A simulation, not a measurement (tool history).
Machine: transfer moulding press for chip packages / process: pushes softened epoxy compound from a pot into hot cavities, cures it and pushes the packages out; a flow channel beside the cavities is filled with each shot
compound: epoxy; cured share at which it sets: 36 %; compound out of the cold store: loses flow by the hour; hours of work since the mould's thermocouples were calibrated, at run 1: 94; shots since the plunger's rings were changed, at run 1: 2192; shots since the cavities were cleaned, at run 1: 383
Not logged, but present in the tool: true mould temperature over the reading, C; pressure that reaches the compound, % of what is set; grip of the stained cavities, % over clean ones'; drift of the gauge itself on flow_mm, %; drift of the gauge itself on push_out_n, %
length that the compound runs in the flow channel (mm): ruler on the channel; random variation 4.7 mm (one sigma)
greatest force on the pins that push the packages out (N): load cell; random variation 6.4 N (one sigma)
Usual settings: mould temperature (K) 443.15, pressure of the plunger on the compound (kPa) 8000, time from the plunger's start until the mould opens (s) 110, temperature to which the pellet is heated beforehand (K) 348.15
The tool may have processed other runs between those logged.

run,day,mould temperature (K),pressure of the plunger on the compound (kPa),time from the plunger's start until the mould opens (s),temperature to which the pellet is heated beforehand (K),hours of work since the mould's thermocouples were calibrated,shots since the plunger's rings were changed,shots since the cavities were cleaned,incoming compound's hours out of the cold store,length that the compound runs in the flow channel (mm),greatest force on the pins that push the packages out (N)
1,0,443.15,8000,110,348.15,94,2192,383,41.3,498,399
# day 0.167: cavities cleaned with cleaning compound and waxed
2,0.567,443.15,8000,110,348.15,103,2352,127,21.3,534,332
3,1.075,443.15,8000,110,348.15,112,2514,289,20.7,533,390
# day 1.571: cavities cleaned with cleaning compound and waxed
4,1.671,443.15,8000,110,348.15,122,2683,31,16.5,533,278
5,2.571,443.15,8000,110,348.15,138,2969,317,43.5,482,387
# day 2.925: cavities cleaned with cleaning compound and waxed
6,3.121,443.15,8000,110,348.15,146,3125,63,30.2,510,292
7,4.075,443.15,8000,110,348.15,163,3427,365,45,485,378
# day 4.279: cavities cleaned with cleaning compound and waxed
8,4.829,443.15,8000,110,348.15,176,3647,174,30.9,503,332
# day 5.617: cavities cleaned with cleaning compound and waxed
9,5.617,443.15,8000,93,348.15,189,3878,0,9.4,530,342
10,6.021,443.15,8000,93,348.15,196,4007,129,26.9,508,400
11,6.629,443.15,8000,110,349.15,207,4200,322,9.9,531,391
# day 6.946: cavities cleaned with cleaning compound and waxed
12,7.338,445.15,7820,98,341.15,218,4406,125,41.1,468,343
13,8.125,445.15,7820,98,341.15,232,4656,375,26.6,490,433
# day 8.296: cavities cleaned with cleaning compound and waxed
14,8.821,442.15,7820,98,341.15,243,4858,168,14.4,501,427
15,9.529,442.15,7820,126,341.15,256,5082,392,9.6,513,363
# day 9.633: cavities cleaned with cleaning compound and waxed
16,10.204,439.15,6260,145,356.15,267,5277,181,20.3,450,292
# day 10.396: plunger's sealing rings changed
# day 11.112: cavities cleaned with cleaning compound and waxed
17,11.112,436.15,8680,106,352.15,280,208,0,27.2,581,394

Below are 4 alternative next runs, each starting from the tool's condition after run 17. Predict each:
A,11.904,438.15,6330,104,352.15,294,459,251,32,?,?
B,11.904,441.15,8680,106,355.15,294,459,251,23.7,?,?
C,11.904,439.15,8680,138,356.15,294,459,251,19.8,?,?
D,11.904,436.15,8680,122,352.15,294,459,251,21.6,?,?

run,length that the compound runs in the flow channel (mm),greatest force on the pins that push the packages out (N)
A,484,511
B,565,419
C,587,340
D,593,436
With the hidden condition removed and each run's random variation left untouched, the same runs would have given:
run,length that the compound runs in the flow channel (mm),greatest force on the pins that push the packages out (N)
A,491,364
B,573,298
C,596,237
D,602,311

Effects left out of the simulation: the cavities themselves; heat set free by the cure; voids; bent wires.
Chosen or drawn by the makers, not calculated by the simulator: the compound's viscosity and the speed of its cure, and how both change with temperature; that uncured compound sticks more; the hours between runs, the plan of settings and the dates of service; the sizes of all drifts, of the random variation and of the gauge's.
